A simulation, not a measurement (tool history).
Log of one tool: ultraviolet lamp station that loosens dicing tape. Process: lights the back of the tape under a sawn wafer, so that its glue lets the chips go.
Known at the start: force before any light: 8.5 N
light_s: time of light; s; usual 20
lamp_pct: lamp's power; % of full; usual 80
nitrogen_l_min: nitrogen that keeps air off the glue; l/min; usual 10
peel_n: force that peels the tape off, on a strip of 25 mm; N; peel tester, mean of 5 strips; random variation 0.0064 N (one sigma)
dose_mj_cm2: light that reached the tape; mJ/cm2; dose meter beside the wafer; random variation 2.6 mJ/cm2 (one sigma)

run 1 hour=0.0 | light_s=20 lamp_pct=80 nitrogen_l_min=10 | peel_n=0.323 dose_mj_cm2=275
run 2 hour=18.9 | light_s=11 lamp_pct=80 nitrogen_l_min=10 | peel_n=1.274 dose_mj_cm2=147
run 3 hour=30.9 | light_s=15 lamp_pct=80 nitrogen_l_min=10 | peel_n=0.656 dose_mj_cm2=202
run 4 hour=56.9 | light_s=15 lamp_pct=80 nitrogen_l_min=10 | peel_n=0.675 dose_mj_cm2=203
run 5 hour=73.8 | light_s=20 lamp_pct=70 nitrogen_l_min=10 | peel_n=0.478 dose_mj_cm2=232
run 6 hour=94.9 | light_s=20 lamp_pct=70 nitrogen_l_min=10 | peel_n=0.502 dose_mj_cm2=231
run 7 hour=110.6 | light_s=20 lamp_pct=70 nitrogen_l_min=10 | peel_n=0.522 dose_mj_cm2=231
run 8 hour=122.4 | light_s=20 lamp_pct=70 nitrogen_l_min=10 | peel_n=0.529 dose_mj_cm2=228
run 9 hour=135.5 | light_s=20 lamp_pct=86 nitrogen_l_min=10 | peel_n=0.312 dose_mj_cm2=279
run 10 hour=149.2 | light_s=20 lamp_pct=86 nitrogen_l_min=10 | peel_n=0.315 dose_mj_cm2=277
run 11 hour=162.6 | light_s=20 lamp_pct=86 nitrogen_l_min=10 | peel_n=0.325 dose_mj_cm2=279
run 12 hour=180.6 | light_s=20 lamp_pct=86 nitrogen_l_min=10 | peel_n=0.322 dose_mj_cm2=273
run 13 hour=202.4 | light_s=20 lamp_pct=86 nitrogen_l_min=10 | peel_n=0.317 dose_mj_cm2=274
run 14 hour=221.7 | light_s=20 lamp_pct=86 nitrogen_l_min=10 | peel_n=0.335 dose_mj_cm2=272
run 15 hour=245.0 | light_s=20 lamp_pct=86 nitrogen_l_min=10 | peel_n=0.351 dose_mj_cm2=270
run 16 hour=260.1 | light_s=20 lamp_pct=86 nitrogen_l_min=10 | peel_n=0.345 dose_mj_cm2=267
run 17 hour=280.0 | light_s=20 lamp_pct=86 nitrogen_l_min=10 | peel_n=0.365 dose_mj_cm2=265
run 18 hour=305.0 | light_s=20 lamp_pct=80 nitrogen_l_min=10 | peel_n=0.439 dose_mj_cm2=248
run 19 hour=316.1 | light_s=20 lamp_pct=80 nitrogen_l_min=4 | peel_n=1.062 dose_mj_cm2=241
run 20 hour=335.5 | light_s=20 lamp_pct=80 nitrogen_l_min=11 | peel_n=0.415 dose_mj_cm2=244
run 21 hour=347.0 | light_s=20 lamp_pct=80 nitrogen_l_min=11 | peel_n=0.423 dose_mj_cm2=240
run 22 hour=373.0 | light_s=20 lamp_pct=80 nitrogen_l_min=9 | peel_n=0.512 dose_mj_cm2=242
run 23 hour=395.7 | light_s=30 lamp_pct=80 nitrogen_l_min=7 | peel_n=0.261 dose_mj_cm2=354
run 24 hour=421.0 | light_s=20 lamp_pct=80 nitrogen_l_min=15 | peel_n=0.335 dose_mj_cm2=236
run 25 hour=436.4 | light_s=20 lamp_pct=80 nitrogen_l_min=15 | peel_n=0.338 dose_mj_cm2=235
run 26 hour=448.9 | light_s=20 lamp_pct=80 nitrogen_l_min=15 | peel_n=0.343 dose_mj_cm2=230
run 27 hour=467.5 | light_s=12 lamp_pct=91 nitrogen_l_min=12 | peel_n=0.982 dose_mj_cm2=156
run 28 hour=479.5 | light_s=13 lamp_pct=61 nitrogen_l_min=13 | peel_n=1.655 dose_mj_cm2=114
run 29 hour=502.7 | light_s=13 lamp_pct=61 nitrogen_l_min=13 | peel_n=1.773 dose_mj_cm2=115
run 30 hour=520.9 | light_s=15 lamp_pct=61 nitrogen_l_min=4 | peel_n=2.639 dose_mj_cm2=129
run 31 hour=541.6 | light_s=38 lamp_pct=78 nitrogen_l_min=3 | peel_n=0.446 dose_mj_cm2=416
run 32 hour=565.2 | light_s=16 lamp_pct=95 nitrogen_l_min=6 | peel_n=0.980 dose_mj_cm2=209
run 33 hour=578.4 | light_s=11 lamp_pct=100 nitrogen_l_min=17 | peel_n=0.826 dose_mj_cm2=155
run 34 hour=598.7 | light_s=11 lamp_pct=97 nitrogen_l_min=5 | peel_n=2.077 dose_mj_cm2=146
-- hour=614.4 lamp changed
run 35 hour=625.1 | light_s=24 lamp_pct=70 nitrogen_l_min=20 | peel_n=0.145 dose_mj_cm2=313

Forecast each of these 3 alternatives for the next run:
run A hour=638.6 | light_s=28 lamp_pct=70 nitrogen_l_min=20 | peel_n=? dose_mj_cm2=?
run B hour=638.6 | light_s=20 lamp_pct=61 nitrogen_l_min=10 | peel_n=? dose_mj_cm2=?
run C hour=638.6 | light_s=33 lamp_pct=68 nitrogen_l_min=10 | peel_n=? dose_mj_cm2=?

run=A peel_n=0.125 dose_mj_cm2=363
run=B peel_n=0.534 dose_mj_cm2=226
run=C peel_n=0.133 dose_mj_cm2=418
Without the tool's hidden state the same runs would have given:
run=A peel_n=0.115 dose_mj_cm2=419
run=B peel_n=0.378 dose_mj_cm2=260
run=C peel_n=0.114 dose_mj_cm2=481
